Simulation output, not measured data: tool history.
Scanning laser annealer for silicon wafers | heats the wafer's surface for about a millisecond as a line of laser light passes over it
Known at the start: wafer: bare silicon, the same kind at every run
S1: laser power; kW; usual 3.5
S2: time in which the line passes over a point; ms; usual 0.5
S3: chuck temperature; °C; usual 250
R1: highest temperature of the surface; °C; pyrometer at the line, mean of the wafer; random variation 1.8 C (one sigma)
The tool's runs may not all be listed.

| run | hour | S1 | S2 | S3 | R1 |
|---|---|---|---|---|---|
| 1 | 0 | 3.5 | 0.5 | 250 | 980 |
| 2 | 23.7 | 3.5 | 0.5 | 250 | 980 |
| 3 | 42.2 | 3.5 | 0.5 | 250 | 981 |
|  | 60.5 | window over the wafer cleaned |
| 4 | 76.8 | 3.5 | 0.5 | 217 | 949 |
| 5 | 105.1 | 3.5 | 0.5 | 217 | 947 |
| 6 | 128.6 | 3.5 | 0.402 | 250 | 905 |
| 7 | 158.8 | 3.5 | 0.402 | 250 | 906 |
| 8 | 173.2 | 3.5 | 0.5 | 250 | 980 |
| 9 | 187.3 | 3.5 | 0.5 | 250 | 978 |
| 10 | 208.6 | 3.5 | 0.5 | 250 | 980 |
| 11 | 225.2 | 3.5 | 0.5 | 259 | 990 |
| 12 | 256.7 | 3.5 | 0.5 | 259 | 990 |
| 13 | 287.9 | 3.5 | 0.5 | 259 | 994 |
| 14 | 308.2 | 3.5 | 0.5 | 259 | 993 |
| 15 | 336.1 | 3.5 | 0.5 | 259 | 988 |
| 16 | 351.2 | 3.5 | 0.5 | 259 | 988 |
| 17 | 377.9 | 3.5 | 0.5 | 259 | 988 |
| 18 | 395.3 | 3.5 | 0.5 | 259 | 993 |
| 19 | 423.5 | 3.5 | 0.5 | 259 | 992 |
| 20 | 441.4 | 3.5 | 0.5 | 259 | 992 |
| 21 | 468.6 | 3.115 | 0.541 | 221 | 896 |
| 22 | 487.8 | 3.115 | 0.541 | 221 | 893 |
| 23 | 507.6 | 3.665 | 0.374 | 215 | 875 |
| 24 | 539.8 | 3.11 | 0.452 | 282 | 896 |
| 25 | 563.3 | 3.379 | 0.391 | 264 | 886 |
| 26 | 580.1 | 3.408 | 0.592 | 250 | 1022 |
| 27 | 606.7 | 3.452 | 0.592 | 277 | 1062 |
| 28 | 628.8 | 3.485 | 0.577 | 280 | 1064 |
| 29 | 653.8 | 3.485 | 0.577 | 280 | 1062 |
| 30 | 682.4 | 3.485 | 0.577 | 280 | 1060 |
| 31 | 709.8 | 3.485 | 0.577 | 280 | 1064 |

Run 32 comes next. What will it give?
| 32 | 742.6 | 3.485 | 0.526 | 265 | ? |

{"run 32": {"R1": 1012}}
Without the tool's hidden state the same run would have given R1 1012 °C.

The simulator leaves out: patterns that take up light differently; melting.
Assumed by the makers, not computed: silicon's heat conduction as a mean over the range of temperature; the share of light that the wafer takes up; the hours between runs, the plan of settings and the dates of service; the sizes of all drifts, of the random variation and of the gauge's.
